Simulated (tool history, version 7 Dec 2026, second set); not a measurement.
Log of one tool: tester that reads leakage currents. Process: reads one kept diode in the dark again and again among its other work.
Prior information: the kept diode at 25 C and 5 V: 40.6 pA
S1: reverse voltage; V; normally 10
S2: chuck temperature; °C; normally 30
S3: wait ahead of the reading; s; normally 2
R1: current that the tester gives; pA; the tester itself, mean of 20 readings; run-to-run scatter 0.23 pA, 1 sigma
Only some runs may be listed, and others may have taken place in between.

run   hour    S1  S2    S3      R1
  1      0    10  30     2   77.11
  2   44.5    10  30     2   77.22
  3  120.5    10  30     2   77.61
  4  182.1    10  30     2   77.83
  5  272.3    10  30     2   77.79
  6  342.1    10  30     2   78.49
  7  416.6    10  30     2   78.66
  8  477.4    10  30     2    78.6
  9  554.1   7.2  20  0.82   34.71
 10  598.7    10  21  0.57    43.8
 11  661.1  15.5  30     2   92.51
     667.8  -- tester calibrated
 12  723.8   8.4  35  0.42  109.89
 13  772.9   8.4  35  0.42  109.54
     843.3  -- tester calibrated, once more
 14    852    10  30  0.45   85.02
 15    908     9  26  2.46   58.57
 16  976.3   1.1  29  1.04   35.46

Same runs, no hidden state in the tool, same run-to-run variation:
Hidden state at play: stray current of the dirty probe card, pA a volt; current scale over the true one, %; true chuck temperature over the reading, C; drift of the gauge itself on leakage_pa, %.
run      R1
  1   75.94
  2   75.92
  3   76.09
  4   76.14
  5   75.83
  6    76.3
  7   76.25
  8      76
  9    32.9
 10   41.26
 11      88
 12  107.78
 13  107.31
 14   80.04
 15    54.3
 16   34.08
